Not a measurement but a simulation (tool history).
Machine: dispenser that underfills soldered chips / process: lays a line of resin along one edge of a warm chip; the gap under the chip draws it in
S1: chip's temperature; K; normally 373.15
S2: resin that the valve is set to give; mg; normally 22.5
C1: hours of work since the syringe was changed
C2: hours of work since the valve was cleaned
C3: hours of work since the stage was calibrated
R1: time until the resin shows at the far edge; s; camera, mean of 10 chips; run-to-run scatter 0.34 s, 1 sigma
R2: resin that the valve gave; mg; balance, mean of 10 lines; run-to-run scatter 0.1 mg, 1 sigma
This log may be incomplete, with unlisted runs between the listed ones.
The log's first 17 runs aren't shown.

run	hour	S1	S2	C1	C2	C3	R1	R2
18	90.5	373.15	20.8	6	120	143	22.5	18.42
# hour 91.4: new syringe of resin
19	96.7	363.15	22.5	4	124	147	25.9	19.76
# hour 100.5: new syringe of resin
20	100.8	373.15	27.3	0	127	149	16.6	24.04
21	106.1	381.15	20.2	4	130	153	16.5	17.7
# hour 109.6: new syringe of resin
22	113.1	385.15	20.2	2	135	158	14.6	17.79
# hour 118.7: new syringe of resin
23	119.6	385.15	20.2	1	139	162	13.3	17.55
# hour 122.3: dispensing valve cleaned and set on the balance
24	127.3	363.15	29	5	4	166	26.1	28.88
# hour 128.5: new syringe of resin
25	130.6	364.15	25.3	1	6	169	21.7	25.29
26	134.1	369.15	20	4	8	171	22.3	19.75
# hour 137.5: new syringe of resin
27	139	387.15	20	1	11	174	12	19.89
28	144.8	387.15	20	5	15	178	14.2	19.76
# hour 146.3: new syringe of resin
29	148	368.15	21.6	1	17	180	20.2	21.27
# hour 155.3: new syringe of resin
30	155.3	368.15	21.6	0	22	185	18.8	21.26
31	161	368.15	21.6	4	26	189	22	20.98
# hour 164.4: new syringe of resin
32	164.8	368.15	21.6	0	28	191	19.6	20.99
33	170.7	368.15	21.6	4	32	195	23.2	20.87
# hour 173.3: new syringe of resin
34	177.8	368.15	21.6	3	37	200	22.2	20.9

Alternative continuations, all from the tool just after run 34; predict every row:
# hour 182.3: new syringe of resin
A	183.1	368.15	22.1	1	41	204	?	?
# hour 182.3: new syringe of resin
B	183.1	369.15	23.6	1	41	204	?	?
# hour 182.3: new syringe of resin
C	183.1	373.15	19.4	1	41	204	?	?
# hour 182.3: new syringe of resin
D	183.1	383.15	22.5	1	41	204	?	?
# hour 182.3: new syringe of resin
E	183.1	385.15	22.4	1	41	204	?	?

run	R1	R2
A	19.7	21.19
B	18.7	22.45
C	17.5	18.64
D	13.4	21.53
E	12.4	21.56
Without the tool's hidden state the same runs would have given:
run	R1	R2
A	19.8	22.04
B	18.8	23.36
C	17.4	19.39
D	13.4	22.4
E	12.4	22.43
